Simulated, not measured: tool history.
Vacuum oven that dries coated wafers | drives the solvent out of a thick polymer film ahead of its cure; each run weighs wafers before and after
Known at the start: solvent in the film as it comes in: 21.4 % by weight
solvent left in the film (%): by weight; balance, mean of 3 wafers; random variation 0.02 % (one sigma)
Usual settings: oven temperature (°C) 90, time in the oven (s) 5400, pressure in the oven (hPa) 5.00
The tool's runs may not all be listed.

run	hour	oven temperature (°C)	time in the oven (s)	pressure in the oven (hPa)	solvent left in the film (%)
1	0.0	90	5400	5.00	1.31
2	33.1	90	5400	5.00	1.33
3	104.1	90	5580	5.00	1.25
4	148.5	90	5580	5.00	1.27
5	188.9	90	9480	5.00	0.37
6	229.0	90	9480	5.00	0.37
# hour 267.6: oven's thermocouples calibrated
7	288.9	90	5400	5.00	0.90
8	325.9	76	5400	5.00	3.44
9	365.5	90	6540	5.00	0.57
10	405.6	90	5400	5.00	0.94
11	468.6	90	8760	5.00	0.29
12	517.9	90	5400	17.71	1.34
13	583.8	90	5400	17.71	1.34
14	645.6	90	5400	10.80	1.15
15	701.8	104	5400	10.80	0.33
16	744.4	104	5400	10.80	0.32
17	814.5	104	5400	10.80	0.30
18	868.6	104	5400	10.80	0.32
19	930.6	104	5400	10.80	0.35
20	977.2	104	5400	10.80	0.32
21	1016.9	90	5400	4.16	1.04
22	1088.2	90	5400	17.53	1.45
23	1122.4	90	5400	17.53	1.46
24	1156.9	90	5400	12.64	1.36
25	1221.0	90	5400	12.64	1.35
26	1272.7	79	5040	5.00	3.54
27	1321.4	90	2880	5.00	3.85
# hour 1326.0: vacuum gauge cleaned of residue and calibrated
28	1393.8	98	6240	5.00	0.35
29	1443.8	98	7740	2.73	0.23
30	1484.2	87	5400	5.00	1.65
31	1526.0	81	5040	7.80	3.32
32	1575.1	81	5040	7.80	3.30
33	1615.1	95	2760	8.60	3.14
34	1665.4	90	2760	19.50	4.70
35	1702.8	81	8280	8.56	1.50
# hour 1731.6: vacuum gauge cleaned of residue and calibrated, once more
36	1760.8	95	4020	7.58	1.42
37	1825.5	87	7800	3.34	0.61
38	1897.0	94	3780	16.20	2.13
39	1958.9	94	3780	16.20	2.14
40	2009.4	94	3780	16.20	2.18
41	2044.3	78	5400	5.00	3.63
42	2097.6	99	6360	8.60	0.34
43	2146.4	99	6360	8.60	0.35
44	2208.5	85	8340	7.16	0.89
# hour 2221.1: oven's thermocouples calibrated
45	2275.1	80	3180	13.62	5.50

Some steps in solvent left in the film (%) between neighbouring runs. How much of each would the tool show without its hidden state too (settings, what came in, random variation), and how much is left for the hidden state, with any gauge scatter that isn't in both results?
The hidden state here: true wafer temperature over the reading, C; true pressure over the reading, kPa; drift of the gauge itself on solvent_pct, %.
Run 27 -> 28: oven temperature (°C) 90 -> 98, time in the oven (s) 2880 -> 6240, vacuum gauge cleaned of residue and calibrated. solvent left in the film (%) -3.50: hidden state -0.34, all else -3.16.
Run 41 -> 42: oven temperature (°C) 78 -> 99, time in the oven (s) 5400 -> 6360, pressure in the oven (hPa) 5.00 -> 8.60. solvent left in the film (%) -3.29: hidden state -0.66, all else -2.63.
Run 44 -> 45: oven temperature (°C) 85 -> 80, time in the oven (s) 8340 -> 3180, pressure in the oven (hPa) 7.16 -> 13.62, oven's thermocouples calibrated. solvent left in the film (%) +4.61: hidden state -0.44, all else +5.05.
